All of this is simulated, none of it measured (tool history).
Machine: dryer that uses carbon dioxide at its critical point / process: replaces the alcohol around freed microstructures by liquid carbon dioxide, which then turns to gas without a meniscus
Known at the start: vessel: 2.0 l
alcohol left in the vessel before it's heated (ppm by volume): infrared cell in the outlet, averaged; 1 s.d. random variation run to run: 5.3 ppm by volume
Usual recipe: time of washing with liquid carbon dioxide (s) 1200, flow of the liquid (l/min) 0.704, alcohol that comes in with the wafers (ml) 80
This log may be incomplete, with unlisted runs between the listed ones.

run	hour	time of washing with liquid carbon dioxide (s)	flow of the liquid (l/min)	alcohol that comes in with the wafers (ml)	alcohol left in the vessel before it's heated (ppm by volume)
1	0.0	1200	0.704	80	248
2	17.0	1200	0.704	80	256
3	34.7	1200	0.704	80	271
4	54.9	1200	0.704	80	273
5	71.6	1200	0.704	80	283
6	80.6	780	0.704	80	1397
7	100.3	780	0.704	80	1455
8	119.8	780	0.704	80	1451
9	129.8	1200	0.704	80	309
10	140.9	1380	0.704	80	203
11	158.0	1200	1.043	80	120
# hour 160.1: inlet filter changed
12	176.0	1200	0.704	80	218
13	190.3	1200	0.704	80	224
14	204.4	1200	0.704	80	235
15	217.5	1200	0.704	80	224
16	232.9	1200	0.704	80	243
17	252.6	1200	0.819	80	156
18	261.0	1200	0.819	80	164
19	270.2	1200	1.025	80	117
20	281.1	1200	1.025	80	114
21	291.3	1200	0.704	80	274
22	304.1	1200	0.704	80	266
23	317.8	1200	0.704	80	268
24	333.3	1200	0.704	80	271
25	344.3	1560	0.464	62	392
26	361.2	1620	0.568	62	195
27	380.5	1620	0.568	62	208
28	394.2	1620	0.568	62	207
29	406.8	720	0.702	72	1594
30	423.9	1380	0.726	39	168
31	438.3	1800	1.027	56	131
32	451.7	780	1.049	59	325
33	470.2	1200	0.736	42	216
34	482.7	1200	1.085	33	141
35	500.7	960	0.512	72	1815
36	515.8	960	0.512	51	1393
37	531.5	960	0.512	51	1347
38	546.7	1020	1.181	37	158
# hour 561.7: purifier's bed changed
39	564.0	1020	1.181	27	18
# hour 578.7: inlet filter changed
40	582.3	1020	0.947	21	28
41	602.2	780	0.904	67	310
42	621.6	780	0.904	67	304
43	637.4	780	0.904	67	338
44	654.2	1020	0.756	91	285
45	662.4	1620	0.673	91	45
46	670.9	1620	0.673	91	57
47	682.1	1620	0.673	91	56

Consider 3 possible next runs. They are alternatives, not a sequence: every one starts from the tool as it was left by run 47. What does each give?
A	700.7	1320	0.693	72	?
B	700.7	1140	0.483	95	?
C	700.7	1200	0.704	75	?

run	alcohol left in the vessel before it's heated (ppm by volume)
A	114
B	1206
C	164
The same runs, with their run-to-run variation unchanged, on a tool lacking any hidden condition would have given:
run	alcohol left in the vessel before it's heated (ppm by volume)
A	71
B	987
C	110
